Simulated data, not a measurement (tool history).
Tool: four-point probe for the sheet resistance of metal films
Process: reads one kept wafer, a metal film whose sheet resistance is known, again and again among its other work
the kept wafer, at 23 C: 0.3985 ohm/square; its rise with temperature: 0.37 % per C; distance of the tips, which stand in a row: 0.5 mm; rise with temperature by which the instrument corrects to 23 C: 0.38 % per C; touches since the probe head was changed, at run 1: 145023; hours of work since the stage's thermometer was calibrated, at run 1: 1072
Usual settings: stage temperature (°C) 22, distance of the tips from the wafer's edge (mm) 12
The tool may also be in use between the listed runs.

| run | hour | stage temperature (°C) | distance of the tips from the wafer's edge (mm) | touches since the probe head was changed | hours of work since the stage's thermometer was calibrated | sheet resistance as the instrument gives it (ohm/square) |
|---|---|---|---|---|---|---|
| 1 | 0 | 22 | 12 | 145023 | 1072 | 0.400866 |
| 2 | 60.3 | 22 | 12 | 148916 | 1117 | 0.400866 |
|  | 153.6 | new probe head fitted |
| 3 | 154 | 22 | 12 | 25 | 1186 | 0.398697 |
| 4 | 197.6 | 22 | 12 | 2845 | 1219 | 0.398826 |
| 5 | 263.6 | 22 | 12 | 7104 | 1268 | 0.398859 |
| 6 | 306 | 22 | 12 | 9841 | 1299 | 0.398777 |
| 7 | 346.6 | 22 | 27 | 12460 | 1329 | 0.398674 |
| 8 | 446.1 | 22 | 27 | 18887 | 1403 | 0.398544 |
| 9 | 506.7 | 22 | 12 | 22801 | 1449 | 0.39885 |
| 10 | 577.3 | 22 | 12 | 27361 | 1501 | 0.398958 |
| 11 | 665.9 | 22 | 12 | 33077 | 1567 | 0.399039 |
| 12 | 706.6 | 22 | 10 | 35706 | 1597 | 0.399257 |
| 13 | 793.5 | 29 | 10 | 41316 | 1662 | 0.398926 |
| 14 | 874.3 | 29 | 10 | 46538 | 1722 | 0.398926 |
| 15 | 929.3 | 28 | 33 | 50088 | 1763 | 0.398497 |
| 16 | 1003.1 | 28 | 33 | 54849 | 1818 | 0.398546 |
| 17 | 1100 | 25 | 6 | 61108 | 1890 | 0.400359 |
| 18 | 1182.1 | 26 | 15 | 66406 | 1951 | 0.399013 |
| 19 | 1239.3 | 23 | 15 | 70102 | 1994 | 0.399098 |
| 20 | 1324.6 | 18 | 6 | 75609 | 2057 | 0.400646 |
| 21 | 1397.3 | 33 | 8 | 80305 | 2112 | 0.399323 |
| 22 | 1480.8 | 30 | 15 | 85694 | 2174 | 0.398769 |
| 23 | 1574.9 | 19 | 56 | 91769 | 2244 | 0.399105 |
| 24 | 1616.4 | 19 | 56 | 94450 | 2275 | 0.399181 |
| 25 | 1679.5 | 31 | 8 | 98522 | 2322 | 0.399574 |
| 26 | 1765.8 | 22 | 33 | 104097 | 2386 | 0.399335 |
|  | 1774 | stage's thermometer calibrated |
| 27 | 1843.3 | 22 | 3 | 109070 | 52 | 0.406633 |

5 ways to go on from here, each from the tool as it stands after run 27. What would each give?
| A | 1922.1 | 29 | 15 | 114158 | 110 | ? |
| B | 1922.1 | 22 | 4 | 114158 | 110 | ? |
| C | 1922.1 | 19 | 70 | 114158 | 110 | ? |
| D | 1922.1 | 19 | 21 | 114158 | 110 | ? |
| E | 1922.1 | 20 | 42 | 114158 | 110 | ? |

| run | sheet resistance as the instrument gives it (ohm/square) |
|---|---|
| A | 0.400447 |
| B | 0.404011 |
| C | 0.40095 |
| D | 0.400733 |
| E | 0.400667 |
Without the tool's hidden state the same runs would have given:
| run | sheet resistance as the instrument gives it (ohm/square) |
|---|---|
| A | 0.398364 |
| B | 0.401909 |
| C | 0.398862 |
| D | 0.398646 |
| E | 0.398581 |

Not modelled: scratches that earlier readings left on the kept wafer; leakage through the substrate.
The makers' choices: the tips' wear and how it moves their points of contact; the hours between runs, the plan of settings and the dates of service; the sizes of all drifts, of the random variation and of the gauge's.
